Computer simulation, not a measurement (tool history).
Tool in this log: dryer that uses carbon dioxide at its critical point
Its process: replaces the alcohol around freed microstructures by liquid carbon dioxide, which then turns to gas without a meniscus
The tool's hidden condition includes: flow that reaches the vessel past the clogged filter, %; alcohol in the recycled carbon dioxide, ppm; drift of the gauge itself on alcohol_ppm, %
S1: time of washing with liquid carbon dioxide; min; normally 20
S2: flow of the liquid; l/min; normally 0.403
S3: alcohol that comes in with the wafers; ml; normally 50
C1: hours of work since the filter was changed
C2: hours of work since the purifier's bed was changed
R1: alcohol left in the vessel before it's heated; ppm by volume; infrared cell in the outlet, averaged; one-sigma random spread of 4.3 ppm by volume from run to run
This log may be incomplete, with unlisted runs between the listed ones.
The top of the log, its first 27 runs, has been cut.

Run 28, hour 453.4: usual settings but S1 21 min, S2 0.302 l/min; C1 77; C2 440. Result: R1 226 ppm by volume.
Run 29, hour 469.3: usual settings but S3 65 ml; C1 83; C2 446. Result: R1 99 ppm by volume.
Run 30, hour 493.4: usual settings but S2 0.253 l/min, S3 111 ml; C1 92; C2 455. Result: R1 1268 ppm by volume.
Run 31, hour 511.4: usual settings but S1 25 min, S2 0.499 l/min, S3 21 ml; C1 98; C2 462. Result: R1 43 ppm by volume.
Run 32, hour 522.6: usual settings but S1 15 min, S3 31 ml; C1 102; C2 466. Result: R1 200 ppm by volume.
Run 33, hour 546.7: usual settings but S1 23 min, S2 0.561 l/min, S3 89 ml; C1 111; C2 474. Result: R1 48 ppm by volume.
Run 34, hour 565.2: usual settings but S1 16 min, S2 0.386 l/min, S3 64 ml; C1 118; C2 481. Result: R1 354 ppm by volume.
Run 35, hour 590.4: usual settings but S1 30 min, S2 0.261 l/min, S3 26 ml; C1 127; C2 490. Result: R1 71 ppm by volume.
Run 36, hour 614.2: usual settings but S1 30 min, S2 0.261 l/min, S3 54 ml; C1 136; C2 499. Result: R1 96 ppm by volume.
Run 37, hour 637.8: usual settings but S1 19 min, S2 0.407 l/min, S3 37 ml; C1 144; C2 507. Result: R1 97 ppm by volume.
Run 38, hour 662.1: usual settings but S1 15 min, S2 0.662 l/min, S3 84 ml; C1 153; C2 516. Result: R1 68 ppm by volume.
Run 39, hour 677.4: usual settings but S1 15 min, S2 0.662 l/min, S3 84 ml; C1 158; C2 522. Result: R1 67 ppm by volume.
Run 40, hour 696.7: usual settings but S1 16 min, S2 0.525 l/min, S3 22 ml; C1 166; C2 529. Result: R1 64 ppm by volume.
Run 41, hour 706.9: usual settings but S1 18 min, S2 0.396 l/min, S3 22 ml; C1 169; C2 532. Result: R1 91 ppm by volume.
At hour 724.4: inlet filter changed.
Run 42, hour 725.2: usual settings but S1 18 min, S2 0.396 l/min, S3 22 ml; C1 0; C2 539. Result: R1 82 ppm by volume.
Run 43, hour 740.4: usual settings but S1 18 min, S2 0.396 l/min, S3 22 ml; C1 6; C2 544. Result: R1 83 ppm by volume.
Run 44, hour 759.7: usual settings but S1 18 min, S2 0.396 l/min, S3 22 ml; C1 13; C2 551. Result: R1 91 ppm by volume.
Run 45, hour 783.6: usual settings but S1 24 min, S2 0.347 l/min, S3 89 ml; C1 21; C2 560. Result: R1 98 ppm by volume.
Run 46, hour 808.3: usual settings but S1 24 min, S2 0.347 l/min, S3 89 ml; C1 30; C2 569. Result: R1 106 ppm by volume.
Run 47, hour 831.7: usual settings but S2 0.385 l/min, S3 32 ml; C1 39; C2 577. Result: R1 81 ppm by volume.

Branching from run 47: 4 alternative next runs. What would each branch give?
Run A, hour 851.7: usual settings but S2 0.35 l/min; C1 46; C2 585. Result: R1 ?.
Run B, hour 851.7: usual settings but S2 0.385 l/min, S3 75 ml; C1 46; C2 585. Result: R1 ?.
Run C, hour 851.7: usual settings but S1 13 min, S2 0.433 l/min, S3 32 ml; C1 46; C2 585. Result: R1 ?.
Run D, hour 851.7: usual settings but S2 0.462 l/min; C1 46; C2 585. Result: R1 ?.

run   R1
  A  148
  B  127
  C  273
  D   62
The same runs, with their run-to-run variation unchanged, on a tool lacking any hidden condition would have given:
run   R1
  A   93
  B   73
  C  212
  D   13

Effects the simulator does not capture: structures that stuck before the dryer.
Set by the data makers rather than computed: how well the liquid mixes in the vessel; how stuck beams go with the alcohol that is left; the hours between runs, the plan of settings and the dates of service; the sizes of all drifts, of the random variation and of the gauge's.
